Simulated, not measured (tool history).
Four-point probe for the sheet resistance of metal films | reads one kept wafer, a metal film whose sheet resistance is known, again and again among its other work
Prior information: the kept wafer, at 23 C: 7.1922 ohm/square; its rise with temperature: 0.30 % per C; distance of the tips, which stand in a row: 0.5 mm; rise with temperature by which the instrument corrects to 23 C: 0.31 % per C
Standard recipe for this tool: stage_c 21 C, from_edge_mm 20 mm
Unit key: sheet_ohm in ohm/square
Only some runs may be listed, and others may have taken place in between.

run 1 day=0.000 | stage_c=21 from_edge_mm=20 | sheet_ohm=7.198266
run 2 day=2.238 | stage_c=21 from_edge_mm=20 | sheet_ohm=7.196351
run 3 day=4.575 | stage_c=28 from_edge_mm=20 | sheet_ohm=7.190157
run 4 day=6.858 | stage_c=21 from_edge_mm=20 | sheet_ohm=7.194509
run 5 day=8.021 | stage_c=21 from_edge_mm=20 | sheet_ohm=7.197785
run 6 day=9.375 | stage_c=21 from_edge_mm=20 | sheet_ohm=7.194677
run 7 day=11.421 | stage_c=21 from_edge_mm=52 | sheet_ohm=7.196471
run 8 day=13.633 | stage_c=21 from_edge_mm=52 | sheet_ohm=7.191398
run 9 day=15.212 | stage_c=21 from_edge_mm=11 | sheet_ohm=7.202792
run 10 day=16.942 | stage_c=21 from_edge_mm=11 | sheet_ohm=7.198575
run 11 day=17.929 | stage_c=21 from_edge_mm=11 | sheet_ohm=7.199912
run 12 day=20.262 | stage_c=20 from_edge_mm=20 | sheet_ohm=7.199910
run 13 day=21.829 | stage_c=25 from_edge_mm=5 | sheet_ohm=7.227554
run 14 day=23.642 | stage_c=33 from_edge_mm=28 | sheet_ohm=7.183400
run 15 day=25.321 | stage_c=33 from_edge_mm=28 | sheet_ohm=7.183726
run 16 day=26.417 | stage_c=21 from_edge_mm=8 | sheet_ohm=7.208133
run 17 day=27.842 | stage_c=32 from_edge_mm=7 | sheet_ohm=7.200051
run 18 day=29.558 | stage_c=32 from_edge_mm=7 | sheet_ohm=7.200371
run 19 day=30.988 | stage_c=32 from_edge_mm=7 | sheet_ohm=7.199977
run 20 day=32.067 | stage_c=27 from_edge_mm=3 | sheet_ohm=7.293727
run 21 day=33.796 | stage_c=25 from_edge_mm=9 | sheet_ohm=7.202126
run 22 day=36.088 | stage_c=22 from_edge_mm=4 | sheet_ohm=7.255796
run 23 day=37.642 | stage_c=33 from_edge_mm=60 | sheet_ohm=7.181820
run 24 day=39.471 | stage_c=20 from_edge_mm=23 | sheet_ohm=7.196176

What if the next run were any one of these 4? Each begins from the tool's condition after run 24:
run A day=41.650 | stage_c=22 from_edge_mm=9 | sheet_ohm=?
run B day=41.650 | stage_c=21 from_edge_mm=9 | sheet_ohm=?
run C day=41.650 | stage_c=20 from_edge_mm=33 | sheet_ohm=?
run D day=41.650 | stage_c=30 from_edge_mm=59 | sheet_ohm=?

run=A sheet_ohm=7.206269
run=B sheet_ohm=7.208604
run=C sheet_ohm=7.195400
run=D sheet_ohm=7.181535
What these runs would have given with no unlogged condition in the tool:
run=A sheet_ohm=7.206470
run=B sheet_ohm=7.208805
run=C sheet_ohm=7.195601
run=D sheet_ohm=7.181734

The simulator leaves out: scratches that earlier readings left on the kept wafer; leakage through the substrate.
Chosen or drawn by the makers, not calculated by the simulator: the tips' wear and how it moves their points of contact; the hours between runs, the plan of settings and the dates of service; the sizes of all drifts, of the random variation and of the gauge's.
